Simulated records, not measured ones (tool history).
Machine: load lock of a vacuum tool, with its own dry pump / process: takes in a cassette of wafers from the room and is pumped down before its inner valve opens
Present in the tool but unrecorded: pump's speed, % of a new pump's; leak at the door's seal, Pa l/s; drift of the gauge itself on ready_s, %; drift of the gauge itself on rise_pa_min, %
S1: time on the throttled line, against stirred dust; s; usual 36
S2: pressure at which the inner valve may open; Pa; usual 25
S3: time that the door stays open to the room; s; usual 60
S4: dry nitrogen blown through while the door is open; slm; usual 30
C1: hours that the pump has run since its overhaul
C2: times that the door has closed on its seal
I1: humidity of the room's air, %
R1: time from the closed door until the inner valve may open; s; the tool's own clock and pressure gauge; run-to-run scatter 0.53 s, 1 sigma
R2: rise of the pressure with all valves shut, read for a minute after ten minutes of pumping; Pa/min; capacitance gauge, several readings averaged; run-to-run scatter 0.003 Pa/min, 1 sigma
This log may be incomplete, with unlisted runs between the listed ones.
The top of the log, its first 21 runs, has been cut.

Run 22, hour 3661.5: usual settings but S1 43 s, S2 23 Pa, S3 146 s, S4 7 slm; C1 19025; C2 5476; I1 44.6. Result: R1 78.2 s, R2 0.095 Pa/min.
Run 23, hour 3868.6: usual settings but S1 64 s, S3 110 s, S4 5 slm; C1 19232; C2 5718; I1 47.9. Result: R1 93.8 s, R2 0.092 Pa/min.
Run 24, hour 4070.6: usual settings but S1 64 s, S3 110 s, S4 5 slm; C1 19434; C2 5954; I1 46. Result: R1 94.2 s, R2 0.092 Pa/min.
Run 25, hour 4281.6: usual settings but S1 29 s, S4 36 slm; C1 19645; C2 6201; I1 43.1. Result: R1 66.8 s, R2 0.032 Pa/min.
Run 26, hour 4464.2: usual settings but S3 87 s, S4 27 slm; C1 19828; C2 6415; I1 43.4. Result: R1 72.6 s, R2 0.048 Pa/min.
Run 27, hour 4644.9: usual settings but S1 66 s, S4 34 slm; C1 20009; C2 6627; I1 46.3. Result: R1 95 s, R2 0.036 Pa/min.
Run 28, hour 4839.4: usual settings but S1 66 s, S4 34 slm; C1 20203; C2 6854; I1 40.9. Result: R1 95.6 s, R2 0.036 Pa/min.
Run 29, hour 4976.6: usual settings but S1 38 s, S2 46 Pa, S3 53 s, S4 10 slm; C1 20340; C2 7015; I1 45.7. Result: R1 70.7 s, R2 0.056 Pa/min.
Run 30, hour 5174.4: usual settings but S1 40 s; C1 20538; C2 7247; I1 44.5. Result: R1 75.2 s, R2 0.041 Pa/min.
Run 31, hour 5323.9: usual settings but S1 40 s; C1 20688; C2 7422; I1 45.1. Result: R1 75.7 s, R2 0.036 Pa/min.
At hour 5505.5: dry pump taken out, an overhauled one fitted.
Run 32, hour 5520.5: usual settings but S1 40 s; C1 15; C2 7645; I1 47.7. Result: R1 76.3 s, R2 0.049 Pa/min.
Run 33, hour 5626.9: usual settings but S1 44 s, S2 28 Pa, S4 15 slm; C1 121; C2 7769; I1 44.5. Result: R1 78.8 s, R2 0.054 Pa/min.
Run 34, hour 5827.8: usual settings but S1 21 s, S2 18 Pa, S3 162 s, S4 5 slm; C1 322; C2 8004; I1 47. Result: R1 63.1 s, R2 0.11 Pa/min.

What if the next run were any one of these 3? Each begins from the tool's condition after run 34:
Run A, hour 6037.3: usual settings but S1 32 s, S2 44 Pa, S4 5 slm; C1 532; C2 8250; I1 46.3. Result: R1 ?, R2 ?.
Run B, hour 6037.3: usual settings but S1 21 s, S2 18 Pa, S3 69 s, S4 5 slm; C1 532; C2 8250; I1 45.1. Result: R1 ?, R2 ?.
Run C, hour 6037.3: usual settings but S1 21 s, S2 18 Pa, S3 49 s, S4 5 slm; C1 532; C2 8250; I1 45.6. Result: R1 ?, R2 ?.

run    R1     R2
  A  65.6  0.071
  B  62.1   0.07
  C  62.7  0.056
What these runs would have given with no unlogged condition in the tool:
run    R1     R2
  A  65.6  0.071
  B  62.1   0.07
  C  62.7  0.056
